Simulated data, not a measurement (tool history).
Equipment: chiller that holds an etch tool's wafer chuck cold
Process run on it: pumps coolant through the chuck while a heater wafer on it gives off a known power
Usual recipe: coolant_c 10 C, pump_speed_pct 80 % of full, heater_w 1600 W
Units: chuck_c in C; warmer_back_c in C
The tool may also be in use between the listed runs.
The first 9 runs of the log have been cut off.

run    hour  coolant_c  pump_speed_pct  heater_w  chuck_c  warmer_back_c
 10  1139.8         14              80      1600     31.5           4.48
 11  1259.2         10              80      1600     27.6           4.53
     1312.6  -- coolant pump overhauled
 12  1402.5         10              80      1600     26.3           3.98
 13  1502.2         10              80      1600     26.5           4.02
 14  1652.4         19              80      1600     35.6           4.05
 15  1736.6         19              80      1600     35.5           4.07
 16  1832.9         19              80      1600     35.6            4.1
 17  1976.4         19              80      1600     35.9           4.14
 18  2129.6         19              80      1600     35.5           4.05
 19  2295.9          4              83      1259     16.9           3.08
 20  2410.9          4              83      1259       17           3.06
 21  2493.5          7              77      1600     24.5           4.27
       2603  -- coolant changed, channels flushed
 22  2617.3         10              62      1600     27.5           5.19
 23  2704.8          9              71      1085     19.5           3.11
 24  2859.4         10              64      1508     26.1           4.82
 25  2970.2          7              88      1561     20.5           3.66
 26    3049         12              63       938     21.9           3.03
 27  3216.7          3              93      1099     12.1           2.45
 28  3369.7          6              67       829     14.5           2.52
 29  3467.8          5              97       980     12.8           2.15
     3538.5  -- chiller's thermometer calibrated
 30  3538.5         19              94      1759     34.3           3.94
 31  3631.7         13              80      1600     28.4           4.12

Consider 4 possible next runs. They are alternatives, not a sequence: every one starts from the tool as it was left by run 31. What does each give?
  A  3710.1          7              83      2032        ?              ?
  B  3710.1          3              98      1929        ?              ?
  C  3710.1         15              80      1505        ?              ?
  D  3710.1         13              87      1600        ?              ?

run  chuck_c  warmer_back_c
  A     26.1           5.14
  B     19.3           4.11
  C     29.4           3.91
  D     27.6           3.93
Had the tool no hidden state, the same runs would have come out as:
run  chuck_c  warmer_back_c
  A     24.9           4.89
  B     18.3           3.91
  C     28.5           3.72
  D     26.8           3.74
